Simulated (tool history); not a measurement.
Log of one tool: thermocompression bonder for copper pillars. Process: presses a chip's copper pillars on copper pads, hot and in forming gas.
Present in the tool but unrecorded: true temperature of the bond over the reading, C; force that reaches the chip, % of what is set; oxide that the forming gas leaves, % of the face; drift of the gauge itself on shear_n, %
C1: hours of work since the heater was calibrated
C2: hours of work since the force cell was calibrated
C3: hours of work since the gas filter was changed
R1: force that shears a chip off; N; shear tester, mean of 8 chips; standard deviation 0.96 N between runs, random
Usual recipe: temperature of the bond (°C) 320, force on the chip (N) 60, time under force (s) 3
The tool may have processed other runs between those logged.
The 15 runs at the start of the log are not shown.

{"run": 16, "hour": 554.4, "temperature of the bond (°C)": 320, "force on the chip (N)": 60, "time under force (s)": 3, "C1": 805, "C2": 456, "C3": 299, "R1": 80.8}
{"run": 17, "hour": 580.5, "temperature of the bond (°C)": 320, "force on the chip (N)": 60, "time under force (s)": 3, "C1": 823, "C2": 474, "C3": 316, "R1": 81.4}
{"run": 18, "hour": 613.5, "temperature of the bond (°C)": 320, "force on the chip (N)": 60, "time under force (s)": 3, "C1": 845, "C2": 497, "C3": 339, "R1": 82.3}
{"run": 19, "hour": 650.1, "temperature of the bond (°C)": 320, "force on the chip (N)": 60, "time under force (s)": 3, "C1": 870, "C2": 521, "C3": 364, "R1": 81.6}
{"run": 20, "hour": 675.3, "temperature of the bond (°C)": 320, "force on the chip (N)": 60, "time under force (s)": 3, "C1": 887, "C2": 539, "C3": 381, "R1": 81.1}
{"run": 21, "hour": 716.9, "temperature of the bond (°C)": 334, "force on the chip (N)": 60, "time under force (s)": 5, "C1": 916, "C2": 567, "C3": 409, "R1": 100.5}
{"hour": 728.1, "done": "heater calibrated with a thermocouple chip"}
{"run": 22, "hour": 765.7, "temperature of the bond (°C)": 332, "force on the chip (N)": 38, "time under force (s)": 4, "C1": 26, "C2": 599, "C3": 441, "R1": 76.9}
{"hour": 805.3, "done": "forming gas filter changed"}
{"run": 23, "hour": 808.2, "temperature of the bond (°C)": 296, "force on the chip (N)": 54, "time under force (s)": 5, "C1": 54, "C2": 627, "C3": 2, "R1": 76.9}
{"run": 24, "hour": 839.2, "temperature of the bond (°C)": 296, "force on the chip (N)": 69, "time under force (s)": 4, "C1": 75, "C2": 648, "C3": 23, "R1": 81.6}
{"run": 25, "hour": 869.6, "temperature of the bond (°C)": 345, "force on the chip (N)": 73, "time under force (s)": 2, "C1": 96, "C2": 669, "C3": 44, "R1": 90.8}
{"run": 26, "hour": 901.2, "temperature of the bond (°C)": 294, "force on the chip (N)": 49, "time under force (s)": 3, "C1": 117, "C2": 691, "C3": 65, "R1": 61.3}
{"run": 27, "hour": 934.4, "temperature of the bond (°C)": 294, "force on the chip (N)": 83, "time under force (s)": 3, "C1": 140, "C2": 713, "C3": 88, "R1": 81.0}
{"run": 28, "hour": 971.7, "temperature of the bond (°C)": 331, "force on the chip (N)": 67, "time under force (s)": 2, "C1": 165, "C2": 739, "C3": 113, "R1": 81.0}
{"run": 29, "hour": 1018.2, "temperature of the bond (°C)": 324, "force on the chip (N)": 50, "time under force (s)": 7, "C1": 197, "C2": 770, "C3": 145, "R1": 97.2}
{"run": 30, "hour": 1063.3, "temperature of the bond (°C)": 324, "force on the chip (N)": 50, "time under force (s)": 5, "C1": 228, "C2": 801, "C3": 176, "R1": 88.6}
{"run": 31, "hour": 1103.8, "temperature of the bond (°C)": 301, "force on the chip (N)": 85, "time under force (s)": 3, "C1": 255, "C2": 828, "C3": 203, "R1": 84.2}
{"run": 32, "hour": 1140.1, "temperature of the bond (°C)": 316, "force on the chip (N)": 85, "time under force (s)": 3, "C1": 280, "C2": 853, "C3": 228, "R1": 92.7}
{"run": 33, "hour": 1165.0, "temperature of the bond (°C)": 320, "force on the chip (N)": 46, "time under force (s)": 3, "C1": 297, "C2": 870, "C3": 245, "R1": 71.3}
{"run": 34, "hour": 1195.6, "temperature of the bond (°C)": 320, "force on the chip (N)": 46, "time under force (s)": 8, "C1": 318, "C2": 891, "C3": 266, "R1": 93.6}
{"run": 35, "hour": 1229.0, "temperature of the bond (°C)": 337, "force on the chip (N)": 46, "time under force (s)": 3, "C1": 340, "C2": 914, "C3": 288, "R1": 79.1}
{"run": 36, "hour": 1259.2, "temperature of the bond (°C)": 320, "force on the chip (N)": 68, "time under force (s)": 3, "C1": 361, "C2": 934, "C3": 309, "R1": 86.8}
{"run": 37, "hour": 1297.3, "temperature of the bond (°C)": 320, "force on the chip (N)": 68, "time under force (s)": 3, "C1": 387, "C2": 960, "C3": 335, "R1": 86.2}
{"run": 38, "hour": 1341.6, "temperature of the bond (°C)": 302, "force on the chip (N)": 68, "time under force (s)": 5, "C1": 417, "C2": 990, "C3": 365, "R1": 89.4}
{"run": 39, "hour": 1361.4, "temperature of the bond (°C)": 341, "force on the chip (N)": 74, "time under force (s)": 2, "C1": 431, "C2": 1004, "C3": 378, "R1": 89.8}
{"run": 40, "hour": 1397.3, "temperature of the bond (°C)": 312, "force on the chip (N)": 78, "time under force (s)": 5, "C1": 455, "C2": 1028, "C3": 403, "R1": 100.7}

Forecast each of these 3 alternatives for the next run:
{"run": "A", "hour": 1416.6, "temperature of the bond (°C)": 310, "force on the chip (N)": 78, "time under force (s)": 5, "C1": 468, "C2": 1041, "C3": 416, "R1": "?"}
{"run": "B", "hour": 1416.6, "temperature of the bond (°C)": 291, "force on the chip (N)": 41, "time under force (s)": 3, "C1": 468, "C2": 1041, "C3": 416, "R1": "?"}
{"run": "C", "hour": 1416.6, "temperature of the bond (°C)": 320, "force on the chip (N)": 65, "time under force (s)": 3, "C1": 468, "C2": 1041, "C3": 416, "R1": "?"}

run=A R1=98.5
run=B R1=53.0
run=C R1=81.6
The same runs, with their run-to-run variation unchanged, on a tool lacking any hidden condition would have given:
run=A R1=99.0
run=B R1=53.4
run=C R1=82.1

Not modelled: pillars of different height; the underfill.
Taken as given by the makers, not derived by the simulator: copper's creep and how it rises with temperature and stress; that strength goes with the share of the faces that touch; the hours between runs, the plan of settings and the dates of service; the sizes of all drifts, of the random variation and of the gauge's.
